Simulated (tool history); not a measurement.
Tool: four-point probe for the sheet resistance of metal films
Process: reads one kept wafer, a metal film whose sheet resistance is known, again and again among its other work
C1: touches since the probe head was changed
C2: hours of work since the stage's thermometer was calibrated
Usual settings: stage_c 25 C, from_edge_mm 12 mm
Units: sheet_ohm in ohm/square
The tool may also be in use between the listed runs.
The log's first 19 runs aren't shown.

{"run": 20, "hour": 297.0, "stage_c": 25, "from_edge_mm": 12, "C1": 14635, "C2": 646, "sheet_ohm": 0.807026}
{"run": 21, "hour": 315.1, "stage_c": 25, "from_edge_mm": 12, "C1": 15526, "C2": 660, "sheet_ohm": 0.806677}
{"run": 22, "hour": 327.4, "stage_c": 25, "from_edge_mm": 32, "C1": 16131, "C2": 670, "sheet_ohm": 0.80609}
{"run": 23, "hour": 340.8, "stage_c": 25, "from_edge_mm": 32, "C1": 16791, "C2": 681, "sheet_ohm": 0.806111}
{"run": 24, "hour": 357.3, "stage_c": 27, "from_edge_mm": 4, "C1": 17602, "C2": 694, "sheet_ohm": 0.813354}
{"run": 25, "hour": 375.9, "stage_c": 25, "from_edge_mm": 40, "C1": 18521, "C2": 708, "sheet_ohm": 0.806028}
{"run": 26, "hour": 398.7, "stage_c": 35, "from_edge_mm": 12, "C1": 19644, "C2": 726, "sheet_ohm": 0.81112}
{"run": 27, "hour": 410.8, "stage_c": 35, "from_edge_mm": 12, "C1": 20241, "C2": 736, "sheet_ohm": 0.811168}
{"run": 28, "hour": 431.9, "stage_c": 35, "from_edge_mm": 12, "C1": 21279, "C2": 753, "sheet_ohm": 0.810868}
{"hour": 433.3, "done": "stage's thermometer calibrated"}
{"run": 29, "hour": 453.8, "stage_c": 35, "from_edge_mm": 12, "C1": 22333, "C2": 16, "sheet_ohm": 0.810855}
{"run": 30, "hour": 470.1, "stage_c": 20, "from_edge_mm": 15, "C1": 23137, "C2": 29, "sheet_ohm": 0.803693}
{"hour": 472.7, "done": "stage's thermometer calibrated, once more"}
{"run": 31, "hour": 485.6, "stage_c": 23, "from_edge_mm": 54, "C1": 23873, "C2": 10, "sheet_ohm": 0.804382}
{"run": 32, "hour": 505.0, "stage_c": 23, "from_edge_mm": 54, "C1": 24830, "C2": 25, "sheet_ohm": 0.804292}
{"run": 33, "hour": 520.1, "stage_c": 25, "from_edge_mm": 15, "C1": 25577, "C2": 37, "sheet_ohm": 0.805528}
{"run": 34, "hour": 539.5, "stage_c": 18, "from_edge_mm": 48, "C1": 26529, "C2": 53, "sheet_ohm": 0.801502}
{"run": 35, "hour": 554.6, "stage_c": 21, "from_edge_mm": 12, "C1": 27273, "C2": 65, "sheet_ohm": 0.803837}
{"run": 36, "hour": 565.9, "stage_c": 21, "from_edge_mm": 12, "C1": 27833, "C2": 74, "sheet_ohm": 0.803471}
{"run": 37, "hour": 584.8, "stage_c": 30, "from_edge_mm": 7, "C1": 28765, "C2": 89, "sheet_ohm": 0.809274}
{"run": 38, "hour": 607.8, "stage_c": 30, "from_edge_mm": 7, "C1": 29896, "C2": 107, "sheet_ohm": 0.809044}
{"run": 39, "hour": 617.7, "stage_c": 21, "from_edge_mm": 14, "C1": 30384, "C2": 114, "sheet_ohm": 0.802886}
{"run": 40, "hour": 630.6, "stage_c": 28, "from_edge_mm": 49, "C1": 31020, "C2": 125, "sheet_ohm": 0.805621}
{"run": 41, "hour": 652.5, "stage_c": 28, "from_edge_mm": 13, "C1": 32097, "C2": 142, "sheet_ohm": 0.806554}
{"run": 42, "hour": 673.4, "stage_c": 23, "from_edge_mm": 15, "C1": 33129, "C2": 158, "sheet_ohm": 0.803731}
{"run": 43, "hour": 683.3, "stage_c": 23, "from_edge_mm": 15, "C1": 33616, "C2": 166, "sheet_ohm": 0.803315}

4 ways to go on from here, each from the tool as it stands after run 43. What would each give?
{"run": "A", "hour": 692.6, "stage_c": 23, "from_edge_mm": 3, "C1": 34072, "C2": 174, "sheet_ohm": "?"}
{"run": "B", "hour": 692.6, "stage_c": 29, "from_edge_mm": 50, "C1": 34072, "C2": 174, "sheet_ohm": "?"}
{"run": "C", "hour": 692.6, "stage_c": 35, "from_edge_mm": 10, "C1": 34072, "C2": 174, "sheet_ohm": "?"}
{"run": "D", "hour": 692.6, "stage_c": 31, "from_edge_mm": 6, "C1": 34072, "C2": 174, "sheet_ohm": "?"}

run=A sheet_ohm=0.814871
run=B sheet_ohm=0.805564
run=C sheet_ohm=0.809647
run=D sheet_ohm=0.809499
Without the tool's hidden state the same runs would have given:
run=A sheet_ohm=0.815878
run=B sheet_ohm=0.806568
run=C sheet_ohm=0.810662
run=D sheet_ohm=0.81051
